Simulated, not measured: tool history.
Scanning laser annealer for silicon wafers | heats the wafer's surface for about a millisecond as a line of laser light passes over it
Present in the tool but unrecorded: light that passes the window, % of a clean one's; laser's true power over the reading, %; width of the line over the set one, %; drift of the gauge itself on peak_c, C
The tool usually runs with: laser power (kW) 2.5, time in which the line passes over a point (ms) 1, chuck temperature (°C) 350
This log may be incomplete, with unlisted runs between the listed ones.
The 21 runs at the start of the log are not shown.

run,hour,laser power (kW),time in which the line passes over a point (ms),chuck temperature (°C),hours of work since the window was cleaned,hours of work since the power meter was calibrated,hours of work since the optics were aligned,highest temperature of the surface (°C)
22,150.2,2.147,0.79,352,9,267,353,972
23,156.5,2.606,1.22,386,13,272,357,1335
24,160.3,2.5,0.71,316,16,274,360,991
25,168.8,2.409,1,374,23,281,367,1163
26,175.2,2.594,0.71,350,28,286,372,1049
27,181.5,2.594,0.71,350,33,291,377,1053
28,190.8,2.466,1,335,40,298,384,1139
29,197,2.257,1.19,335,44,303,388,1149
30,202.8,2.351,0.72,384,49,307,393,1026
31,209.8,2.351,0.72,384,54,312,398,1027

The next listed run, before its measurement:
32,217.4,2.351,0.72,384,60,318,404,?

Logged for run 32: highest temperature of the surface (°C) 1025.
Were there no unlogged condition in the tool, this run, its random variation unchanged, would have produced highest temperature of the surface (°C) 1031.
